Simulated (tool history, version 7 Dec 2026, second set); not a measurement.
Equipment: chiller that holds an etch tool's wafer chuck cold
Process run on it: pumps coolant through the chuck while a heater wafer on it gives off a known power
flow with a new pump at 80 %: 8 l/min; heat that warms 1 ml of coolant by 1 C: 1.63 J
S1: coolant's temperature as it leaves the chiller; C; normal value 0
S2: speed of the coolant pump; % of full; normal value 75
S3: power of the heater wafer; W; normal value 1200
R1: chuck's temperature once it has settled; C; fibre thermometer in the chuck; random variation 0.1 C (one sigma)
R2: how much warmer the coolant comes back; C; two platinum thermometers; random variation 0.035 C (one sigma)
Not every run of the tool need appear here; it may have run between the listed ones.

{"run": 1, "hour": 0.0, "S1": 0, "S2": 75, "S3": 1200, "R1": 16.9, "R2": 6.02}
{"run": 2, "hour": 18.8, "S1": 0, "S2": 75, "S3": 1200, "R1": 16.9, "R2": 6.02}
{"run": 3, "hour": 34.6, "S1": 0, "S2": 75, "S3": 1200, "R1": 17.0, "R2": 6.03}
{"run": 4, "hour": 68.6, "S1": 0, "S2": 75, "S3": 1200, "R1": 17.1, "R2": 6.06}
{"run": 5, "hour": 85.2, "S1": 0, "S2": 75, "S3": 1200, "R1": 17.0, "R2": 6.04}
{"hour": 87.9, "done": "chiller's thermometer calibrated"}
{"run": 6, "hour": 116.4, "S1": 0, "S2": 75, "S3": 1200, "R1": 17.3, "R2": 6.04}
{"run": 7, "hour": 142.1, "S1": 0, "S2": 75, "S3": 1200, "R1": 17.3, "R2": 6.08}
{"hour": 155.8, "done": "chiller's thermometer calibrated, once more"}
{"run": 8, "hour": 168.2, "S1": 0, "S2": 75, "S3": 1200, "R1": 16.4, "R2": 6.12}
{"run": 9, "hour": 201.9, "S1": 0, "S2": 82, "S3": 1200, "R1": 15.5, "R2": 5.53}
{"run": 10, "hour": 228.3, "S1": 0, "S2": 75, "S3": 1200, "R1": 16.5, "R2": 6.07}
{"run": 11, "hour": 253.0, "S1": -3, "S2": 75, "S3": 1200, "R1": 13.7, "R2": 6.06}
{"run": 12, "hour": 285.2, "S1": 0, "S2": 70, "S3": 1200, "R1": 17.3, "R2": 6.53}
{"run": 13, "hour": 311.8, "S1": 0, "S2": 70, "S3": 952, "R1": 13.9, "R2": 5.2}
{"run": 14, "hour": 333.5, "S1": 8, "S2": 72, "S3": 1018, "R1": 22.7, "R2": 5.43}
{"run": 15, "hour": 364.5, "S1": -2, "S2": 72, "S3": 1018, "R1": 12.6, "R2": 5.33}
{"run": 16, "hour": 384.2, "S1": -2, "S2": 72, "S3": 1018, "R1": 12.8, "R2": 5.36}
{"run": 17, "hour": 412.6, "S1": -8, "S2": 75, "S3": 1013, "R1": 6.3, "R2": 5.15}
{"run": 18, "hour": 447.7, "S1": 0, "S2": 63, "S3": 769, "R1": 12.2, "R2": 4.76}
{"run": 19, "hour": 482.8, "S1": 0, "S2": 63, "S3": 769, "R1": 12.2, "R2": 4.75}

3 ways to go on from here, each from the tool as it stands after run 19. What would each give?
{"run": "A", "hour": 503.0, "S1": -6, "S2": 72, "S3": 674, "R1": "?", "R2": "?"}
{"run": "B", "hour": 503.0, "S1": -1, "S2": 71, "S3": 689, "R1": "?", "R2": "?"}
{"run": "C", "hour": 503.0, "S1": 1, "S2": 63, "S3": 769, "R1": "?", "R2": "?"}

run=A R1=3.7 R2=3.58
run=B R1=8.8 R2=3.79
run=C R1=13.3 R2=4.77
The same runs, with their run-to-run variation unchanged, on a tool lacking any hidden condition would have given:
run=A R1=2.3 R2=3.48
run=B R1=7.4 R2=3.68
run=C R1=11.6 R2=4.63

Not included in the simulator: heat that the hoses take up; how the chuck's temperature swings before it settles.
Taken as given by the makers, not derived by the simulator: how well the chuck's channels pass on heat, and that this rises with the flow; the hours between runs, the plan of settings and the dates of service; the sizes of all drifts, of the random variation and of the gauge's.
